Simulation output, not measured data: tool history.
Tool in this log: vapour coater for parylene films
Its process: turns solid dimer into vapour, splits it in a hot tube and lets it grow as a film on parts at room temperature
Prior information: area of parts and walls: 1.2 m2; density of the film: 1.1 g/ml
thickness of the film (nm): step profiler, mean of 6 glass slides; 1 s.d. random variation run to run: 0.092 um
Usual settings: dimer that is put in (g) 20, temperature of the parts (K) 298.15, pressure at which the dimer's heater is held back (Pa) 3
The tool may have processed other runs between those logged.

run,hour,dimer that is put in (g),temperature of the parts (K),pressure at which the dimer's heater is held back (Pa),thickness of the film (nm)
1,0,20,298.15,3,10920
2,8.5,20,298.15,3,10830
3,16.4,10,298.15,3,5480
4,29.7,20,298.15,3,10860
5,39,20,298.15,3,10770
6,53.4,20,298.15,3,10900
7,61.6,20,298.15,3,10720
8,74.5,20,298.15,3,10790
9,89.2,25,298.15,3,13210
10,97.8,25,298.15,3,13460
11,111.2,25,298.15,3,13440
12,126.3,11,298.15,3,6050
13,138.7,20,298.15,3,10890
14,145.1,20,305.15,3,8250
15,156.6,9,298.15,3,4850
16,164.9,12,298.15,3,6370
17,174.3,12,298.15,3,6460
18,188.9,12,298.15,3,6470
19,201.4,20,298.15,3,10680
20,209.5,20,298.15,3,10500
21,223,20,298.15,2.83,10850
22,231.9,20,298.15,2.83,10640
# hour 237.2: trap's valve overhauled
23,243.3,10,298.15,3,5300
24,252.9,10,298.15,3,5280
25,263.4,10,298.15,3,5270
26,276.4,20,310.15,6.44,6290
27,287.6,20,310.15,6.44,6400
# hour 299.5: trap's valve overhauled, once more
28,302.8,19,296.15,8.3,10760
29,316.5,19,296.15,8.3,10580
30,324.3,19,296.15,8.3,10490
31,338.9,19,296.15,8.3,10680
32,354.2,19,296.15,8.3,10610
33,367.6,19,296.15,8.3,10660
34,378.4,19,296.15,8.3,10650
35,386.8,19,296.15,8.3,10680
36,397.7,19,301.15,8.3,8760
37,404.5,19,301.15,8.3,8760
38,413.3,20,297.15,2.7,11640
39,426.8,20,297.15,2.7,11540
40,438,20,297.15,2.45,11720
41,451,32,307.15,7.78,11810
42,457.5,32,307.15,7.78,11690
43,470.6,10,292.15,8.33,6400
44,484.5,20,294.15,4.07,12290
45,498.3,16,296.15,3.61,9450
46,505.3,14,296.15,2.12,8530
47,517.5,14,298.15,9.84,7090
48,529.2,14,298.15,9.84,7090

Branching from run 48: 3 alternative next runs. What would each branch give?
A,540.1,20,295.15,2.95,?
B,540.1,14,298.15,2.76,?
C,540.1,13,298.15,3,?

run,thickness of the film (nm)
A,12360
B,7740
C,7160
What these runs would have given with no unlogged condition in the tool:
run,thickness of the film (nm)
A,12620
B,7900
C,7320
